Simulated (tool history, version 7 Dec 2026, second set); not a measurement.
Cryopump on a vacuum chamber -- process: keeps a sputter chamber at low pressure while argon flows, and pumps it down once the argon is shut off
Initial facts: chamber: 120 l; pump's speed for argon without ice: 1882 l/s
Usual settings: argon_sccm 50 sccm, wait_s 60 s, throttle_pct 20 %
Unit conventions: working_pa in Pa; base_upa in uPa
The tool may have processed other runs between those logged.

run   hour  argon_sccm  wait_s  throttle_pct  working_pa  base_upa
  1    0.0          50      60            20      0.2305      2.08
  2   44.9          50      60            20      0.2307      2.06
  3   76.0          50      60            20      0.2316      2.12
  4  129.0          50     127            20      0.2305      1.47
  5  171.5          50      60            20      0.2314      2.15
  6  223.1          50      60            20      0.2304      2.19
  7  264.5          50      60            20      0.2331      2.31
  8  317.4          50      60            20      0.2352      2.24
  9  351.3          35      66            49      0.0714      2.09
 10  406.7          35      66            49      0.0704      2.13
 11  442.1          35     161            21      0.1556      1.48
 12  472.3          59     161            32      0.1771      1.52
 13  501.1          59     161            32      0.1784      1.58
 14  523.9          74      36            22      0.3166      3.27

Run 15 is up next; what results do you expect?
 15  561.6          74      36            22           ?         ?

{"run 15": {"working_pa": 0.3186, "base_upa": 3.35}}
If the tool had no hidden condition, the same run with the same run-to-run variation would have returned working_pa 0.3019 Pa, base_upa 2.40 uPa.
